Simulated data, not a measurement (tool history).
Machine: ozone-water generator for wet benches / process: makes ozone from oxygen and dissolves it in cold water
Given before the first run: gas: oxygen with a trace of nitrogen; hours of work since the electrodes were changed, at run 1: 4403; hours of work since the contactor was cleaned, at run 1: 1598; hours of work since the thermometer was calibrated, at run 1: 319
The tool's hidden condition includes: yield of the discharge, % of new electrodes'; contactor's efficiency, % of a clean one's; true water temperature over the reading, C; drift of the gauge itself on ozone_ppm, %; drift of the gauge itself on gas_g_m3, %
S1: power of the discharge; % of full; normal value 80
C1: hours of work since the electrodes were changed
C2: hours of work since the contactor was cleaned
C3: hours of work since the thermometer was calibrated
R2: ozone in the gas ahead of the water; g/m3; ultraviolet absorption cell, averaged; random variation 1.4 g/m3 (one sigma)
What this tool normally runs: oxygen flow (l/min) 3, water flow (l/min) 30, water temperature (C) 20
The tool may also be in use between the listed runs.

Run 1, day 0: usual settings; C1 4403; C2 1598; C3 319. Result: dissolved ozone (ppm) 12.3, R2 231.6 g/m3.
Run 2, day 7.288: usual settings; C1 4556; C2 1751; C3 472. Result: dissolved ozone (ppm) 12.1, R2 230.9 g/m3.
Run 3, day 14.608: usual settings; C1 4710; C2 1905; C3 625. Result: dissolved ozone (ppm) 12, R2 225.7 g/m3.
Run 4, day 19.688: usual settings; C1 4816; C2 2012; C3 732. Result: dissolved ozone (ppm) 11.9, R2 225.9 g/m3.
Run 5, day 23.242: usual settings; C1 4891; C2 2086; C3 807. Result: dissolved ozone (ppm) 12.1, R2 224.4 g/m3.
Run 6, day 30.271: usual settings; C1 5039; C2 2234; C3 954. Result: dissolved ozone (ppm) 12, R2 227.2 g/m3.
Run 7, day 36.967: usual settings; C1 5179; C2 2374; C3 1095. Result: dissolved ozone (ppm) 12, R2 223.3 g/m3.
At day 40.75: electrodes of the discharge changed.
Run 8, day 44.642: usual settings; C1 82; C2 2530; C3 1251. Result: dissolved ozone (ppm) 14.1, R2 267.9 g/m3.
Run 9, day 48.396: usual settings but S1 61 % of full, oxygen flow (l/min) 3.52; C1 161; C2 2609; C3 1330. Result: dissolved ozone (ppm) 11.4, R2 190.7 g/m3.
Run 10, day 55.425: usual settings but S1 76 % of full, oxygen flow (l/min) 2.22, water flow (l/min) 22, water temperature (C) 15; C1 308; C2 2757; C3 1477. Result: dissolved ozone (ppm) 18.7, R2 303.5 g/m3.
Run 11, day 60.338: usual settings but S1 70 % of full, oxygen flow (l/min) 2.22, water flow (l/min) 37, water temperature (C) 14; C1 411; C2 2860; C3 1580. Result: dissolved ozone (ppm) 9.2, R2 280.5 g/m3.
Run 12, day 65.421: usual settings but S1 70 % of full, oxygen flow (l/min) 1.75, water flow (l/min) 37, water temperature (C) 14; C1 518; C2 2967; C3 1687. Result: dissolved ozone (ppm) 8.5, R2 323.2 g/m3.
Run 13, day 70.775: usual settings but S1 58 % of full, oxygen flow (l/min) 2.96, water flow (l/min) 44, water temperature (C) 18; C1 631; C2 3079; C3 1800. Result: dissolved ozone (ppm) 6.5, R2 202.3 g/m3.
Run 14, day 77.104: usual settings but S1 50 % of full, oxygen flow (l/min) 4.63, water temperature (C) 13; C1 763; C2 3212; C3 1933. Result: dissolved ozone (ppm) 10.1, R2 136 g/m3.

Consider 5 possible next runs. They are alternatives, not a sequence: every one starts from the tool as it was left by run 14. What does each give?
Run A, day 82.162: usual settings; C1 870; C2 3318; C3 2039. Result: dissolved ozone (ppm) ?, R2 ?.
Run B, day 82.162: usual settings but water flow (l/min) 38; C1 870; C2 3318; C3 2039. Result: dissolved ozone (ppm) ?, R2 ?.
Run C, day 82.162: usual settings but S1 50 % of full, oxygen flow (l/min) 1.93, water temperature (C) 23; C1 870; C2 3318; C3 2039. Result: dissolved ozone (ppm) ?, R2 ?.
Run D, day 82.162: usual settings but S1 50 % of full, oxygen flow (l/min) 4.65, water temperature (C) 13; C1 870; C2 3318; C3 2039. Result: dissolved ozone (ppm) ?, R2 ?.
Run E, day 82.162: usual settings but S1 93 % of full, oxygen flow (l/min) 4.63, water temperature (C) 28; C1 870; C2 3318; C3 2039. Result: dissolved ozone (ppm) ?, R2 ?.

run  dissolved ozone (ppm)     R2
  A                   13.8  263.8
  B                   10.2  264.5
  C                      8  224.2
  D                   10.2  133.3
  E                   15.1  233.5
Without the tool's unlogged condition, the same runs would have read:
run  dissolved ozone (ppm)     R2
  A                   14.6  268.6
  B                   10.9  269.3
  C                    8.3  226.7
  D                   10.7  134.8
  E                     16  238.2
